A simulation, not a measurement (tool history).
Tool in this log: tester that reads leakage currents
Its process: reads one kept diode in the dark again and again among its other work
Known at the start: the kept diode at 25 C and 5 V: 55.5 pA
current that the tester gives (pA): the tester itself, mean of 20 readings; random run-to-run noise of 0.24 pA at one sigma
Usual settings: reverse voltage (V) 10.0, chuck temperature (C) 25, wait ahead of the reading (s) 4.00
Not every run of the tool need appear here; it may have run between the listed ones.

run	hour	reverse voltage (V)	chuck temperature (C)	wait ahead of the reading (s)	current that the tester gives (pA)
1	0.0	10.0	25	4.00	104.05
# hour 23.2: chuck's temperature calibrated
2	82.7	10.0	24	4.00	100.81
# hour 210.3: probe card cleaned and baked
3	222.6	10.0	24	4.00	79.25
4	372.4	10.0	24	4.00	81.50
# hour 429.0: tester calibrated
5	509.9	10.0	24	4.00	85.51
6	647.0	10.0	24	4.00	87.64
# hour 773.5: chuck's temperature calibrated, once more
7	782.8	10.0	49	4.00	472.68
8	907.5	10.0	49	4.00	476.74
9	1033.5	10.0	49	4.00	484.53
10	1198.3	10.0	49	4.00	491.40
11	1281.2	10.0	49	4.00	495.28
12	1452.7	10.0	49	4.00	501.81
13	1534.8	10.0	49	4.00	504.85
14	1647.2	10.0	49	4.00	511.03
# hour 1749.9: chuck's temperature calibrated
15	1816.4	10.0	49	4.00	484.95
16	1972.9	10.0	49	4.00	495.48
17	2122.1	10.0	49	4.00	495.26
18	2193.9	10.0	25	0.45	100.61
19	2299.1	10.0	25	0.45	102.64
20	2389.5	4.4	43	6.66	227.15
21	2477.9	1.5	29	1.42	49.08
22	2636.8	1.5	29	1.42	49.92
# hour 2735.5: chuck's temperature calibrated
23	2786.7	11.0	54	7.80	710.08
24	2908.6	11.0	54	7.80	712.81
25	3072.2	11.0	54	7.80	724.82
26	3147.4	4.5	31	7.80	97.40
# hour 3270.5: probe card cleaned and baked
27	3313.1	8.3	28	4.00	94.25
28	3406.1	1.2	35	0.53	65.30
29	3497.1	1.6	35	4.82	75.03
30	3623.0	1.5	22	0.61	27.17
# hour 3722.5: chuck's temperature calibrated
31	3788.7	1.6	22	2.72	26.32
32	3921.2	11.1	25	3.47	89.41
33	4022.9	10.0	56	5.08	779.52
34	4111.4	1.8	51	0.81	248.35
35	4238.5	1.8	51	0.81	251.31
36	4401.5	10.0	38	0.55	236.88
37	4505.6	10.0	38	0.55	240.12
38	4627.3	7.0	58	6.49	787.58

Here are 3 independent what-if runs from the current tool condition. What would each one return?
# hour 4703.2: chuck's temperature calibrated
A	4797.8	6.6	58	1.66	?
# hour 4703.2: chuck's temperature calibrated
B	4797.8	7.0	28	6.49	?
# hour 4703.2: chuck's temperature calibrated
C	4797.8	1.9	32	4.00	?

run	current that the tester gives (pA)
A	709.95
B	91.25
C	63.55
Stripped of hidden state, with their random variation kept, the same runs would have yielded:
run	current that the tester gives (pA)
A	705.12
B	83.20
C	61.48
